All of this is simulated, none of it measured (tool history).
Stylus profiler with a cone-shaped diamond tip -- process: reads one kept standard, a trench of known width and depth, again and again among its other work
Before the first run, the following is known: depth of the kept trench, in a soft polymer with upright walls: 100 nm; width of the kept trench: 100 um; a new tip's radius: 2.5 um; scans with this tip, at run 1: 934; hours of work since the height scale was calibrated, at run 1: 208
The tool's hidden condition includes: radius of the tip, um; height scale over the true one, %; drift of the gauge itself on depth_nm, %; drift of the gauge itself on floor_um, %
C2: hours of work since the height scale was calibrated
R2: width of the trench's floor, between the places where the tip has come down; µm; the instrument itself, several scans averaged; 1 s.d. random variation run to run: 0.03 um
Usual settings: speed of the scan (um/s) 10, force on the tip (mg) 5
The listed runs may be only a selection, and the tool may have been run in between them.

run 1 hour=0 | speed_of_the_scan_(um/s)=10 force_on_the_tip_(mg)=5 | scans_with_this_tip=934 C2=208 | depth_of_the_trench_(Å)=1012.8 R2=98.58
run 2 hour=17.6 | speed_of_the_scan_(um/s)=31 force_on_the_tip_(mg)=5 | scans_with_this_tip=987 C2=219 | depth_of_the_trench_(Å)=1012.1 R2=98.52
run 3 hour=30.2 | speed_of_the_scan_(um/s)=31 force_on_the_tip_(mg)=5 | scans_with_this_tip=1024 C2=228 | depth_of_the_trench_(Å)=1012.7 R2=98.47
run 4 hour=43 | speed_of_the_scan_(um/s)=10 force_on_the_tip_(mg)=5 | scans_with_this_tip=1062 C2=236 | depth_of_the_trench_(Å)=1012.1 R2=98.58
run 5 hour=60.3 | speed_of_the_scan_(um/s)=10 force_on_the_tip_(mg)=1.94 | scans_with_this_tip=1114 C2=248 | depth_of_the_trench_(Å)=1006.4 R2=98.56
run 6 hour=72.7 | speed_of_the_scan_(um/s)=10 force_on_the_tip_(mg)=1.94 | scans_with_this_tip=1151 C2=256 | depth_of_the_trench_(Å)=1007.4 R2=98.51
run 7 hour=90.6 | speed_of_the_scan_(um/s)=10 force_on_the_tip_(mg)=1.94 | scans_with_this_tip=1204 C2=268 | depth_of_the_trench_(Å)=1006.7 R2=98.57
run 8 hour=105.8 | speed_of_the_scan_(um/s)=10 force_on_the_tip_(mg)=1.94 | scans_with_this_tip=1250 C2=278 | depth_of_the_trench_(Å)=1006.3 R2=98.61
run 9 hour=113.9 | speed_of_the_scan_(um/s)=10 force_on_the_tip_(mg)=1.94 | scans_with_this_tip=1274 C2=283 | depth_of_the_trench_(Å)=1007.3 R2=98.59
run 10 hour=127.1 | speed_of_the_scan_(um/s)=10 force_on_the_tip_(mg)=5 | scans_with_this_tip=1313 C2=292 | depth_of_the_trench_(Å)=1012.4 R2=98.52
run 11 hour=138.4 | speed_of_the_scan_(um/s)=10 force_on_the_tip_(mg)=5 | scans_with_this_tip=1347 C2=300 | depth_of_the_trench_(Å)=1013.2 R2=98.6
run 12 hour=149.8 | speed_of_the_scan_(um/s)=10 force_on_the_tip_(mg)=5 | scans_with_this_tip=1381 C2=307 | depth_of_the_trench_(Å)=1012.5 R2=98.57
run 13 hour=167 | speed_of_the_scan_(um/s)=10 force_on_the_tip_(mg)=5 | scans_with_this_tip=1432 C2=319 | depth_of_the_trench_(Å)=1012.9 R2=98.62
run 14 hour=182.1 | speed_of_the_scan_(um/s)=10 force_on_the_tip_(mg)=5 | scans_with_this_tip=1477 C2=328 | depth_of_the_trench_(Å)=1012.6 R2=98.56
run 15 hour=192.2 | speed_of_the_scan_(um/s)=10 force_on_the_tip_(mg)=5 | scans_with_this_tip=1507 C2=335 | depth_of_the_trench_(Å)=1012.7 R2=98.63
run 16 hour=209 | speed_of_the_scan_(um/s)=10 force_on_the_tip_(mg)=5 | scans_with_this_tip=1557 C2=346 | depth_of_the_trench_(Å)=1011.9 R2=98.55
run 17 hour=219.5 | speed_of_the_scan_(um/s)=10 force_on_the_tip_(mg)=9.97 | scans_with_this_tip=1588 C2=353 | depth_of_the_trench_(Å)=1019.8 R2=98.63
run 18 hour=237.7 | speed_of_the_scan_(um/s)=10 force_on_the_tip_(mg)=9.97 | scans_with_this_tip=1643 C2=365 | depth_of_the_trench_(Å)=1020.3 R2=98.58
run 19 hour=252.3 | speed_of_the_scan_(um/s)=10 force_on_the_tip_(mg)=9.97 | scans_with_this_tip=1686 C2=375 | depth_of_the_trench_(Å)=1019.5 R2=98.63
run 20 hour=261 | speed_of_the_scan_(um/s)=10 force_on_the_tip_(mg)=2.48 | scans_with_this_tip=1712 C2=381 | depth_of_the_trench_(Å)=1007.6 R2=98.52
run 21 hour=269.1 | speed_of_the_scan_(um/s)=10 force_on_the_tip_(mg)=2.48 | scans_with_this_tip=1736 C2=386 | depth_of_the_trench_(Å)=1008 R2=98.61
run 22 hour=281.4 | speed_of_the_scan_(um/s)=2 force_on_the_tip_(mg)=8.59 | scans_with_this_tip=1772 C2=394 | depth_of_the_trench_(Å)=1017.6 R2=98.59
run 23 hour=290.1 | speed_of_the_scan_(um/s)=10 force_on_the_tip_(mg)=6.22 | scans_with_this_tip=1799 C2=400 | depth_of_the_trench_(Å)=1014.9 R2=98.55
run 24 hour=302.2 | speed_of_the_scan_(um/s)=10 force_on_the_tip_(mg)=6.22 | scans_with_this_tip=1834 C2=408 | depth_of_the_trench_(Å)=1014.4 R2=98.58
run 25 hour=320.1 | speed_of_the_scan_(um/s)=10 force_on_the_tip_(mg)=6.22 | scans_with_this_tip=1888 C2=420 | depth_of_the_trench_(Å)=1014.1 R2=98.57
run 26 hour=334.2 | speed_of_the_scan_(um/s)=10 force_on_the_tip_(mg)=9.01 | scans_with_this_tip=1930 C2=429 | depth_of_the_trench_(Å)=1018.2 R2=98.57
run 27 hour=343.5 | speed_of_the_scan_(um/s)=19 force_on_the_tip_(mg)=9.01 | scans_with_this_tip=1958 C2=436 | depth_of_the_trench_(Å)=1018.6 R2=98.6
run 28 hour=359.4 | speed_of_the_scan_(um/s)=13 force_on_the_tip_(mg)=1.81 | scans_with_this_tip=2005 C2=446 | depth_of_the_trench_(Å)=1006 R2=98.53
run 29 hour=376.6 | speed_of_the_scan_(um/s)=26 force_on_the_tip_(mg)=11.64 | scans_with_this_tip=2056 C2=457 | depth_of_the_trench_(Å)=1022.5 R2=98.52
run 30 hour=385.7 | speed_of_the_scan_(um/s)=26 force_on_the_tip_(mg)=11.64 | scans_with_this_tip=2083 C2=463 | depth_of_the_trench_(Å)=1022 R2=98.57
run 31 hour=397.2 | speed_of_the_scan_(um/s)=26 force_on_the_tip_(mg)=11.64 | scans_with_this_tip=2118 C2=471 | depth_of_the_trench_(Å)=1022.6 R2=98.56
run 32 hour=415.8 | speed_of_the_scan_(um/s)=3 force_on_the_tip_(mg)=3.6 | scans_with_this_tip=2173 C2=483 | depth_of_the_trench_(Å)=1010.8 R2=98.59
run 33 hour=431.4 | speed_of_the_scan_(um/s)=3 force_on_the_tip_(mg)=3.6 | scans_with_this_tip=2219 C2=494 | depth_of_the_trench_(Å)=1009.9 R2=98.64
run 34 hour=444.9 | speed_of_the_scan_(um/s)=6 force_on_the_tip_(mg)=2.35 | scans_with_this_tip=2260 C2=503 | depth_of_the_trench_(Å)=1007.9 R2=98.61
run 35 hour=456 | speed_of_the_scan_(um/s)=11 force_on_the_tip_(mg)=6.04 | scans_with_this_tip=2293 C2=510 | depth_of_the_trench_(Å)=1013.7 R2=98.57
run 36 hour=468.3 | speed_of_the_scan_(um/s)=11 force_on_the_tip_(mg)=6.04 | scans_with_this_tip=2329 C2=518 | depth_of_the_trench_(Å)=1015.1 R2=98.61
run 37 hour=480.8 | speed_of_the_scan_(um/s)=11 force_on_the_tip_(mg)=6.04 | scans_with_this_tip=2367 C2=526 | depth_of_the_trench_(Å)=1014.6 R2=98.6
run 38 hour=495.8 | speed_of_the_scan_(um/s)=17 force_on_the_tip_(mg)=12.22 | scans_with_this_tip=2411 C2=536 | depth_of_the_trench_(Å)=1023.2 R2=98.6
run 39 hour=505.6 | speed_of_the_scan_(um/s)=4 force_on_the_tip_(mg)=7.56 | scans_with_this_tip=2440 C2=543 | depth_of_the_trench_(Å)=1017 R2=98.55
run 40 hour=513.9 | speed_of_the_scan_(um/s)=3 force_on_the_tip_(mg)=2.41 | scans_with_this_tip=2465 C2=548 | depth_of_the_trench_(Å)=1007 R2=98.58
run 41 hour=525.7 | speed_of_the_scan_(um/s)=3 force_on_the_tip_(mg)=2.41 | scans_with_this_tip=2500 C2=556 | depth_of_the_trench_(Å)=1007.5 R2=98.58

4 ways to go on from here, each from the tool as it stands after run 41. What would each give?
run A hour=541.6 | speed_of_the_scan_(um/s)=6 force_on_the_tip_(mg)=5 | scans_with_this_tip=2548 C2=567 | depth_of_the_trench_(Å)=? R2=?
run B hour=541.6 | speed_of_the_scan_(um/s)=16 force_on_the_tip_(mg)=5.9 | scans_with_this_tip=2548 C2=567 | depth_of_the_trench_(Å)=? R2=?
run C hour=541.6 | speed_of_the_scan_(um/s)=11 force_on_the_tip_(mg)=2.97 | scans_with_this_tip=2548 C2=567 | depth_of_the_trench_(Å)=? R2=?
run D hour=541.6 | speed_of_the_scan_(um/s)=20 force_on_the_tip_(mg)=4.95 | scans_with_this_tip=2548 C2=567 | depth_of_the_trench_(Å)=? R2=?

run=A depth_of_the_trench_(Å)=1012.9 R2=98.61
run=B depth_of_the_trench_(Å)=1014.1 R2=98.52
run=C depth_of_the_trench_(Å)=1008.7 R2=98.51
run=D depth_of_the_trench_(Å)=1011.9 R2=98.55
With the hidden condition removed and each run's random variation left untouched, the same runs would have given:
run=A depth_of_the_trench_(Å)=1012.9 R2=98.61
run=B depth_of_the_trench_(Å)=1014.1 R2=98.53
run=C depth_of_the_trench_(Å)=1008.6 R2=98.51
run=D depth_of_the_trench_(Å)=1011.9 R2=98.55
